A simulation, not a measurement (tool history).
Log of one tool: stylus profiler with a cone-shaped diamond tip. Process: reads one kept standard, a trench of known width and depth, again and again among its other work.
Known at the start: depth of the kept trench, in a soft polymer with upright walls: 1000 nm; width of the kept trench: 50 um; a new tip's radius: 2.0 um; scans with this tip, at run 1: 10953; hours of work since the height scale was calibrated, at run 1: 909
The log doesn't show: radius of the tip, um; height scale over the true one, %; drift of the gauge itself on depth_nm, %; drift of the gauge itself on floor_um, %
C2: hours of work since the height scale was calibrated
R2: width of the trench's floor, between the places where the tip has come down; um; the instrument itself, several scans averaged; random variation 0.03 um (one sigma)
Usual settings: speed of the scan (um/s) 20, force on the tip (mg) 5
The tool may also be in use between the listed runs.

run 1 hour=0 | speed_of_the_scan_(um/s)=20 force_on_the_tip_(mg)=5 | scans_with_this_tip=10953 C2=909 | depth_of_the_trench_(nm)=1030.49 R2=44.98
run 2 hour=26.1 | speed_of_the_scan_(um/s)=9 force_on_the_tip_(mg)=5 | scans_with_this_tip=11128 C2=923 | depth_of_the_trench_(nm)=1030.37 R2=45.02
run 3 hour=50.9 | speed_of_the_scan_(um/s)=9 force_on_the_tip_(mg)=5 | scans_with_this_tip=11294 C2=937 | depth_of_the_trench_(nm)=1030.81 R2=44.95
run 4 hour=68.3 | speed_of_the_scan_(um/s)=9 force_on_the_tip_(mg)=5 | scans_with_this_tip=11411 C2=947 | depth_of_the_trench_(nm)=1030.67 R2=44.92
run 5 hour=97.9 | speed_of_the_scan_(um/s)=9 force_on_the_tip_(mg)=5 | scans_with_this_tip=11609 C2=963 | depth_of_the_trench_(nm)=1030.49 R2=44.88
run 6 hour=120.8 | speed_of_the_scan_(um/s)=20 force_on_the_tip_(mg)=5 | scans_with_this_tip=11763 C2=976 | depth_of_the_trench_(nm)=1030.4 R2=44.89
run 7 hour=148.2 | speed_of_the_scan_(um/s)=20 force_on_the_tip_(mg)=3.62 | scans_with_this_tip=11947 C2=991 | depth_of_the_trench_(nm)=1025.91 R2=44.85
run 8 hour=176.6 | speed_of_the_scan_(um/s)=20 force_on_the_tip_(mg)=6 | scans_with_this_tip=12137 C2=1007 | depth_of_the_trench_(nm)=1034.1 R2=44.81
run 9 hour=209.2 | speed_of_the_scan_(um/s)=20 force_on_the_tip_(mg)=6 | scans_with_this_tip=12355 C2=1025 | depth_of_the_trench_(nm)=1034.44 R2=44.76
run 10 hour=243.1 | speed_of_the_scan_(um/s)=20 force_on_the_tip_(mg)=5 | scans_with_this_tip=12583 C2=1044 | depth_of_the_trench_(nm)=1030.75 R2=44.77
run 11 hour=261.3 | speed_of_the_scan_(um/s)=20 force_on_the_tip_(mg)=5 | scans_with_this_tip=12705 C2=1054 | depth_of_the_trench_(nm)=1031.19 R2=44.71
run 12 hour=292.7 | speed_of_the_scan_(um/s)=76 force_on_the_tip_(mg)=5 | scans_with_this_tip=12915 C2=1071 | depth_of_the_trench_(nm)=1031.18 R2=44.66
run 13 hour=322.8 | speed_of_the_scan_(um/s)=23 force_on_the_tip_(mg)=5 | scans_with_this_tip=13117 C2=1088 | depth_of_the_trench_(nm)=1031.3 R2=44.69
-- hour=324.8 height scale calibrated on a step standard
run 14 hour=340.9 | speed_of_the_scan_(um/s)=22 force_on_the_tip_(mg)=5 | scans_with_this_tip=13235 C2=9 | depth_of_the_trench_(nm)=1034.17 R2=44.65
run 15 hour=370.9 | speed_of_the_scan_(um/s)=20 force_on_the_tip_(mg)=7.01 | scans_with_this_tip=13436 C2=26 | depth_of_the_trench_(nm)=1041.31 R2=44.71
run 16 hour=386.5 | speed_of_the_scan_(um/s)=20 force_on_the_tip_(mg)=7.01 | scans_with_this_tip=13541 C2=34 | depth_of_the_trench_(nm)=1041.06 R2=44.71
run 17 hour=413 | speed_of_the_scan_(um/s)=39 force_on_the_tip_(mg)=5.03 | scans_with_this_tip=13719 C2=49 | depth_of_the_trench_(nm)=1034.62 R2=44.62
run 18 hour=436.5 | speed_of_the_scan_(um/s)=47 force_on_the_tip_(mg)=6.43 | scans_with_this_tip=13876 C2=62 | depth_of_the_trench_(nm)=1039.34 R2=44.58
run 19 hour=453.1 | speed_of_the_scan_(um/s)=47 force_on_the_tip_(mg)=6.43 | scans_with_this_tip=13988 C2=71 | depth_of_the_trench_(nm)=1039.2 R2=44.55
-- hour=462.4 height scale calibrated on a step standard, once more
run 20 hour=484.4 | speed_of_the_scan_(um/s)=20 force_on_the_tip_(mg)=8.21 | scans_with_this_tip=14194 C2=12 | depth_of_the_trench_(nm)=1034.54 R2=44.6
run 21 hour=518.1 | speed_of_the_scan_(um/s)=6 force_on_the_tip_(mg)=7.11 | scans_with_this_tip=14420 C2=31 | depth_of_the_trench_(nm)=1031.59 R2=44.59
run 22 hour=536.1 | speed_of_the_scan_(um/s)=6 force_on_the_tip_(mg)=7.11 | scans_with_this_tip=14541 C2=41 | depth_of_the_trench_(nm)=1031.68 R2=44.58
run 23 hour=564.3 | speed_of_the_scan_(um/s)=5 force_on_the_tip_(mg)=9.51 | scans_with_this_tip=14729 C2=57 | depth_of_the_trench_(nm)=1038.72 R2=44.61
run 24 hour=589.8 | speed_of_the_scan_(um/s)=47 force_on_the_tip_(mg)=5 | scans_with_this_tip=14901 C2=71 | depth_of_the_trench_(nm)=1025.29 R2=44.45
run 25 hour=621.3 | speed_of_the_scan_(um/s)=50 force_on_the_tip_(mg)=12.39 | scans_with_this_tip=15112 C2=88 | depth_of_the_trench_(nm)=1045.98 R2=44.52
run 26 hour=653.7 | speed_of_the_scan_(um/s)=50 force_on_the_tip_(mg)=12.39 | scans_with_this_tip=15329 C2=106 | depth_of_the_trench_(nm)=1046.31 R2=44.39
run 27 hour=679.9 | speed_of_the_scan_(um/s)=55 force_on_the_tip_(mg)=2.06 | scans_with_this_tip=15505 C2=121 | depth_of_the_trench_(nm)=1014.07 R2=44.36
run 28 hour=702.5 | speed_of_the_scan_(um/s)=20 force_on_the_tip_(mg)=6.95 | scans_with_this_tip=15656 C2=134 | depth_of_the_trench_(nm)=1031.35 R2=44.43
run 29 hour=720.9 | speed_of_the_scan_(um/s)=10 force_on_the_tip_(mg)=2.26 | scans_with_this_tip=15780 C2=144 | depth_of_the_trench_(nm)=1015.34 R2=44.41
run 30 hour=735 | speed_of_the_scan_(um/s)=26 force_on_the_tip_(mg)=2.62 | scans_with_this_tip=15874 C2=152 | depth_of_the_trench_(nm)=1016.52 R2=44.39
run 31 hour=760.2 | speed_of_the_scan_(um/s)=34 force_on_the_tip_(mg)=5.39 | scans_with_this_tip=16043 C2=166 | depth_of_the_trench_(nm)=1026.44 R2=44.39

Measured less the same run without the tool's hidden state. The same run-to-run variation is in both; the gauge's scatter may not be:
run=1 depth_of_the_trench_(nm)=+5.16 R2=-1.54
run=2 depth_of_the_trench_(nm)=+5.23 R2=-1.56
run=3 depth_of_the_trench_(nm)=+5.29 R2=-1.58
run=4 depth_of_the_trench_(nm)=+5.34 R2=-1.59
run=5 depth_of_the_trench_(nm)=+5.42 R2=-1.61
run=6 depth_of_the_trench_(nm)=+5.48 R2=-1.63
run=7 depth_of_the_trench_(nm)=+5.52 R2=-1.66
run=8 depth_of_the_trench_(nm)=+5.65 R2=-1.68
run=9 depth_of_the_trench_(nm)=+5.74 R2=-1.71
run=10 depth_of_the_trench_(nm)=+5.82 R2=-1.74
run=11 depth_of_the_trench_(nm)=+5.87 R2=-1.75
run=12 depth_of_the_trench_(nm)=+5.96 R2=-1.77
run=13 depth_of_the_trench_(nm)=+6.03 R2=-1.8
run=14 depth_of_the_trench_(nm)=+9.21 R2=-1.81
run=15 depth_of_the_trench_(nm)=+9.35 R2=-1.83
run=16 depth_of_the_trench_(nm)=+9.39 R2=-1.84
run=17 depth_of_the_trench_(nm)=+9.41 R2=-1.87
run=18 depth_of_the_trench_(nm)=+9.51 R2=-1.89
run=19 depth_of_the_trench_(nm)=+9.56 R2=-1.9
run=20 depth_of_the_trench_(nm)=-0.43 R2=-1.93
run=21 depth_of_the_trench_(nm)=-0.33 R2=-1.95
run=22 depth_of_the_trench_(nm)=-0.28 R2=-1.96
run=23 depth_of_the_trench_(nm)=-0.21 R2=-1.99
run=24 depth_of_the_trench_(nm)=-0.13 R2=-2.01
run=25 depth_of_the_trench_(nm)=-0.04 R2=-2.03
run=26 depth_of_the_trench_(nm)=+0.04 R2=-2.06
run=27 depth_of_the_trench_(nm)=+0.12 R2=-2.08
run=28 depth_of_the_trench_(nm)=+0.18 R2=-2.1
run=29 depth_of_the_trench_(nm)=+0.23 R2=-2.11
run=30 depth_of_the_trench_(nm)=+0.27 R2=-2.12
run=31 depth_of_the_trench_(nm)=+0.34 R2=-2.13
